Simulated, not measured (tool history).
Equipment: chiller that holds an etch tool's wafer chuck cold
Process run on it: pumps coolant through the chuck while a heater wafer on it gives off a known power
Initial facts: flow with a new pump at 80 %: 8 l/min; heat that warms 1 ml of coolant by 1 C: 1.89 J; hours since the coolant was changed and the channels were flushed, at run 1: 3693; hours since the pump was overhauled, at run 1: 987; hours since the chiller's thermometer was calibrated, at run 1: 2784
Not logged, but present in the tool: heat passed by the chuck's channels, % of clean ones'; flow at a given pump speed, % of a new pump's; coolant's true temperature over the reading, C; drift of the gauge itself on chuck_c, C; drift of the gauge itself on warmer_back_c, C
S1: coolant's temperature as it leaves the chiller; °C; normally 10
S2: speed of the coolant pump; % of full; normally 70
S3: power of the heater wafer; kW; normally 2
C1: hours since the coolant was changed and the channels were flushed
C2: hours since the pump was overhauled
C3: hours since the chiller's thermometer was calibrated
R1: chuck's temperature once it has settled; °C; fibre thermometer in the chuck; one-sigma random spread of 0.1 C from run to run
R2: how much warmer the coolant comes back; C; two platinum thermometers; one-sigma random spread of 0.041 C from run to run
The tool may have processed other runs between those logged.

run 1 hour=0 | S1=10 S2=70 S3=2 | C1=3693 C2=987 C3=2784 | R1=29.3 R2=9.37
run 2 hour=25.3 | S1=10 S2=70 S3=2 | C1=3718 C2=1012 C3=2809 | R1=29.2 R2=9.43
run 3 hour=47.7 | S1=10 S2=70 S3=2 | C1=3740 C2=1035 C3=2832 | R1=29 R2=9.42
run 4 hour=81.1 | S1=10 S2=70 S3=2 | C1=3774 C2=1068 C3=2865 | R1=29.4 R2=9.46
run 5 hour=97.6 | S1=10 S2=70 S3=2 | C1=3790 C2=1085 C3=2882 | R1=29.1 R2=9.51
run 6 hour=127.9 | S1=10 S2=70 S3=1.29 | C1=3821 C2=1115 C3=2912 | R1=22.3 R2=6.1
run 7 hour=157.8 | S1=10 S2=70 S3=1.29 | C1=3851 C2=1145 C3=2942 | R1=22.4 R2=6.03
run 8 hour=176.9 | S1=10 S2=70 S3=1.29 | C1=3870 C2=1164 C3=2961 | R1=22.4 R2=6.12
run 9 hour=191.9 | S1=10 S2=70 S3=1.29 | C1=3885 C2=1179 C3=2976 | R1=22.3 R2=6.04
run 10 hour=224.2 | S1=10 S2=70 S3=1.29 | C1=3917 C2=1211 C3=3008 | R1=22.4 R2=6.09
run 11 hour=239.9 | S1=10 S2=70 S3=1.29 | C1=3933 C2=1227 C3=3024 | R1=22.3 R2=6.06
run 12 hour=264.2 | S1=10 S2=70 S3=1.29 | C1=3957 C2=1251 C3=3048 | R1=22.4 R2=6.11
run 13 hour=280.8 | S1=10 S2=70 S3=1.29 | C1=3974 C2=1268 C3=3065 | R1=22.5 R2=6.13
run 14 hour=304.1 | S1=1 S2=70 S3=2 | C1=3997 C2=1291 C3=3088 | R1=20.3 R2=9.48
run 15 hour=326.4 | S1=1 S2=70 S3=2 | C1=4019 C2=1314 C3=3110 | R1=20.2 R2=9.47
run 16 hour=340.1 | S1=10 S2=70 S3=1.117 | C1=4033 C2=1327 C3=3124 | R1=20.6 R2=5.31
run 17 hour=357.4 | S1=10 S2=70 S3=1.117 | C1=4050 C2=1345 C3=3141 | R1=20.8 R2=5.3
run 18 hour=378.4 | S1=11 S2=82 S3=1.354 | C1=4071 C2=1365 C3=3162 | R1=22.1 R2=5.39
run 19 hour=397.7 | S1=9 S2=98 S3=1.651 | C1=4090 C2=1385 C3=3182 | R1=20.4 R2=5.31
-- hour=400.5 chiller's thermometer calibrated
run 20 hour=429 | S1=10 S2=69 S3=1.839 | C1=4121 C2=1415 C3=28 | R1=28 R2=8.82
run 21 hour=455.7 | S1=10 S2=62 S3=2.056 | C1=4147 C2=1442 C3=55 | R1=32.4 R2=11.26
run 22 hour=489.5 | S1=10 S2=74 S3=1.514 | C1=4181 C2=1476 C3=89 | R1=23.9 R2=6.75
run 23 hour=509.5 | S1=10 S2=74 S3=1.514 | C1=4201 C2=1496 C3=109 | R1=23.7 R2=6.77
run 24 hour=543.3 | S1=10 S2=70 S3=2 | C1=4235 C2=1529 C3=143 | R1=29.3 R2=9.49
run 25 hour=560.3 | S1=10 S2=70 S3=2 | C1=4252 C2=1546 C3=160 | R1=29.4 R2=9.51
run 26 hour=591.2 | S1=10 S2=70 S3=2 | C1=4283 C2=1577 C3=191 | R1=29.3 R2=9.5
-- hour=594.1 chiller's thermometer calibrated, once more
run 27 hour=617.1 | S1=10 S2=70 S3=2 | C1=4308 C2=1602 C3=23 | R1=29.7 R2=9.44
run 28 hour=649.8 | S1=10 S2=70 S3=2 | C1=4341 C2=1635 C3=56 | R1=29.6 R2=9.53
run 29 hour=673.7 | S1=10 S2=86 S3=1.357 | C1=4364 C2=1659 C3=80 | R1=21.1 R2=5.07
run 30 hour=702 | S1=10 S2=86 S3=1.357 | C1=4393 C2=1687 C3=108 | R1=20.9 R2=5.11
run 31 hour=730.5 | S1=8 S2=70 S3=2.17 | C1=4421 C2=1716 C3=136 | R1=29.2 R2=10.35

Forecast each of these 4 alternatives for the next run:
run A hour=758.3 | S1=19 S2=70 S3=2 | C1=4449 C2=1743 C3=164 | R1=? R2=?
run B hour=758.3 | S1=14 S2=96 S3=1.91 | C1=4449 C2=1743 C3=164 | R1=? R2=?
run C hour=758.3 | S1=13 S2=69 S3=2.632 | C1=4449 C2=1743 C3=164 | R1=? R2=?
run D hour=758.3 | S1=16 S2=88 S3=2 | C1=4449 C2=1743 C3=164 | R1=? R2=?

run=A R1=38.6 R2=9.57
run=B R1=27.6 R2=6.38
run=C R1=38.9 R2=12.71
run=D R1=31.7 R2=7.32
The same runs, with their run-to-run variation unchanged, on a tool lacking any hidden condition would have given:
run=A R1=37.1 R2=9.3
run=B R1=26.5 R2=6.2
run=C R1=36.9 R2=12.35
run=D R1=30.4 R2=7.11

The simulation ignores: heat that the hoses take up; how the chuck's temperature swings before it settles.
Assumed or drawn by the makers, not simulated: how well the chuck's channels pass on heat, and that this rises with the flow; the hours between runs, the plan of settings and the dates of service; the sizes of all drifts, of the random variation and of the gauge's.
